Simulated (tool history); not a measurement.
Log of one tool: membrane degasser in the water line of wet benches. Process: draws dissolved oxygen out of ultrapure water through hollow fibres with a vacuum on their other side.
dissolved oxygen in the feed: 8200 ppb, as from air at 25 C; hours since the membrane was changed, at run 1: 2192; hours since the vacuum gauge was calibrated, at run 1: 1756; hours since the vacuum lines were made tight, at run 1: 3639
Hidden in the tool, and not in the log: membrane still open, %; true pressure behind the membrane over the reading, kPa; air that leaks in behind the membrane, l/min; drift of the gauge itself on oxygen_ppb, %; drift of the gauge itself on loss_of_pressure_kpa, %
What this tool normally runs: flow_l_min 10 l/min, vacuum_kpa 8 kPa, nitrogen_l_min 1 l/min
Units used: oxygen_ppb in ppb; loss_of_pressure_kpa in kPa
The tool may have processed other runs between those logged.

| run | hour | flow_l_min | vacuum_kpa | nitrogen_l_min | hours since the membrane was changed | hours since the vacuum gauge was calibrated | hours since the vacuum lines were made tight | oxygen_ppb | loss_of_pressure_kpa |
|---|---|---|---|---|---|---|---|---|---|
| 1 | 0 | 10 | 8 | 1 | 2192 | 1756 | 3639 | 138.4 | 38.67 |
| 2 | 168.5 | 10 | 8 | 1 | 2361 | 1924 | 3808 | 139.6 | 38.54 |
| 3 | 257.5 | 10 | 8 | 1 | 2450 | 2013 | 3897 | 138.1 | 38.29 |
| 4 | 424.6 | 10 | 8 | 1 | 2617 | 2181 | 4064 | 140.2 | 38.53 |
| 5 | 584.3 | 10 | 8 | 1 | 2776 | 2340 | 4224 | 143.8 | 38.45 |
| 6 | 759.2 | 10 | 8 | 1 | 2951 | 2515 | 4399 | 140.8 | 38.4 |
| 7 | 879.1 | 10 | 8 | 0.51 | 3071 | 2635 | 4519 | 233 | 38.4 |
| 8 | 987.7 | 10 | 8 | 1 | 3180 | 2744 | 4627 | 141.5 | 38.53 |
| 9 | 1082.2 | 10 | 8.66 | 1 | 3274 | 2838 | 4722 | 153.8 | 38.25 |
| 10 | 1207.9 | 11 | 5.47 | 2.19 | 3400 | 2964 | 4847 | 67.7 | 42.39 |
| 11 | 1283.2 | 11 | 5.47 | 2.19 | 3475 | 3039 | 4923 | 67.1 | 42.04 |
| 12 | 1460.2 | 9 | 6.57 | 2.19 | 3652 | 3216 | 5100 | 53.1 | 34.43 |
| 13 | 1605.6 | 14 | 5.6 | 1 | 3798 | 3362 | 5245 | 166.4 | 53.6 |
| 14 | 1696.2 | 14 | 5.6 | 1 | 3888 | 3452 | 5336 | 162.7 | 53.99 |
|  | 1736.5 | vacuum gauge calibrated |
| 15 | 1833 | 14 | 5.6 | 1 | 4025 | 97 | 5472 | 166.5 | 53.82 |
| 16 | 1925.5 | 14 | 5.6 | 1 | 4117 | 189 | 5564 | 166.3 | 54.34 |
| 17 | 2084.9 | 14 | 8.88 | 1.57 | 4277 | 348 | 5724 | 206.5 | 53.73 |

Branching from run 17: 4 alternative next runs. What would each branch give?
| A | 2235.4 | 14 | 7.39 | 2.03 | 4427 | 499 | 5874 | ? | ? |
| B | 2235.4 | 6 | 5.89 | 2.88 | 4427 | 499 | 5874 | ? | ? |
| C | 2235.4 | 13 | 7.46 | 0.51 | 4427 | 499 | 5874 | ? | ? |
| D | 2235.4 | 10 | 6.22 | 1.65 | 4427 | 499 | 5874 | ? | ? |

| run | oxygen_ppb | loss_of_pressure_kpa |
|---|---|---|
| A | 157.3 | 54.06 |
| B | 16.3 | 23.12 |
| C | 293.2 | 49.94 |
| D | 72.4 | 38.52 |
What these runs would have given with no unlogged condition in the tool:
| run | oxygen_ppb | loss_of_pressure_kpa |
|---|---|---|
| A | 157 | 54.03 |
| B | 16.2 | 23.11 |
| C | 293 | 49.91 |
| D | 72.3 | 38.5 |
